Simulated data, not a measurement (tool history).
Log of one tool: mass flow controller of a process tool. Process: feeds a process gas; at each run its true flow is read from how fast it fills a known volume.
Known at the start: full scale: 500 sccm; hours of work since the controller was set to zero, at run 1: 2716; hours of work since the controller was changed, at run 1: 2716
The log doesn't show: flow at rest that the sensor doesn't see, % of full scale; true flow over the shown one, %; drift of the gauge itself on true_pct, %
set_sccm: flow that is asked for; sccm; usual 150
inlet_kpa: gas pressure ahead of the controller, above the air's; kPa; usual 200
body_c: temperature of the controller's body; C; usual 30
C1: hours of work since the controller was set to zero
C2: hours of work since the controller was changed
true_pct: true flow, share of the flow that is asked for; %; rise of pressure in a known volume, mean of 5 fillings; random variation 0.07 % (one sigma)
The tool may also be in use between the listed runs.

{"run": 1, "day": 0.0, "set_sccm": 150, "inlet_kpa": 200, "body_c": 30, "C1": 2716, "C2": 2716, "true_pct": 99.19}
{"run": 2, "day": 3.108, "set_sccm": 150, "inlet_kpa": 200, "body_c": 30, "C1": 2775, "C2": 2775, "true_pct": 99.02}
{"run": 3, "day": 5.842, "set_sccm": 150, "inlet_kpa": 200, "body_c": 30, "C1": 2827, "C2": 2827, "true_pct": 99.02}
{"run": 4, "day": 8.725, "set_sccm": 150, "inlet_kpa": 200, "body_c": 30, "C1": 2881, "C2": 2881, "true_pct": 99.06}
{"run": 5, "day": 11.446, "set_sccm": 150, "inlet_kpa": 200, "body_c": 33, "C1": 2932, "C2": 2932, "true_pct": 98.81}
{"run": 6, "day": 13.175, "set_sccm": 150, "inlet_kpa": 200, "body_c": 30, "C1": 2965, "C2": 2965, "true_pct": 98.99}
{"run": 7, "day": 15.721, "set_sccm": 150, "inlet_kpa": 200, "body_c": 30, "C1": 3013, "C2": 3013, "true_pct": 99.05}
{"run": 8, "day": 19.562, "set_sccm": 150, "inlet_kpa": 200, "body_c": 30, "C1": 3085, "C2": 3085, "true_pct": 99.16}
{"run": 9, "day": 23.179, "set_sccm": 138, "inlet_kpa": 200, "body_c": 30, "C1": 3154, "C2": 3154, "true_pct": 98.84}
{"day": 23.504, "done": "controller's zero set anew"}
{"run": 10, "day": 25.475, "set_sccm": 150, "inlet_kpa": 167, "body_c": 30, "C1": 37, "C2": 3196, "true_pct": 98.39}
{"run": 11, "day": 29.054, "set_sccm": 150, "inlet_kpa": 200, "body_c": 20, "C1": 105, "C2": 3264, "true_pct": 99.07}
{"run": 12, "day": 32.175, "set_sccm": 60, "inlet_kpa": 162, "body_c": 36, "C1": 164, "C2": 3323, "true_pct": 94.85}
{"run": 13, "day": 34.0, "set_sccm": 150, "inlet_kpa": 271, "body_c": 30, "C1": 198, "C2": 3357, "true_pct": 98.75}
{"day": 35.371, "done": "controller's zero set anew, once more"}
{"run": 14, "day": 36.771, "set_sccm": 150, "inlet_kpa": 271, "body_c": 30, "C1": 26, "C2": 3409, "true_pct": 100.6}
{"run": 15, "day": 40.162, "set_sccm": 81, "inlet_kpa": 203, "body_c": 26, "C1": 90, "C2": 3473, "true_pct": 100.5}
{"run": 16, "day": 43.538, "set_sccm": 81, "inlet_kpa": 203, "body_c": 26, "C1": 154, "C2": 3537, "true_pct": 100.43}
{"run": 17, "day": 45.392, "set_sccm": 382, "inlet_kpa": 219, "body_c": 26, "C1": 189, "C2": 3572, "true_pct": 101.17}
{"run": 18, "day": 47.488, "set_sccm": 370, "inlet_kpa": 214, "body_c": 38, "C1": 229, "C2": 3611, "true_pct": 100.62}
{"run": 19, "day": 50.808, "set_sccm": 156, "inlet_kpa": 204, "body_c": 30, "C1": 291, "C2": 3674, "true_pct": 100.56}

The same runs without the tool's hidden state, with the same run-to-run variation:
run=1 true_pct=99.22
run=2 true_pct=99.06
run=3 true_pct=99.06
run=4 true_pct=99.09
run=5 true_pct=98.85
run=6 true_pct=99.02
run=7 true_pct=99.08
run=8 true_pct=99.19
run=9 true_pct=98.99
run=10 true_pct=98.93
run=11 true_pct=99.62
run=12 true_pct=98.40
run=13 true_pct=99.30
run=14 true_pct=99.18
run=15 true_pct=99.16
run=16 true_pct=99.11
run=17 true_pct=99.67
run=18 true_pct=99.11
run=19 true_pct=99.14
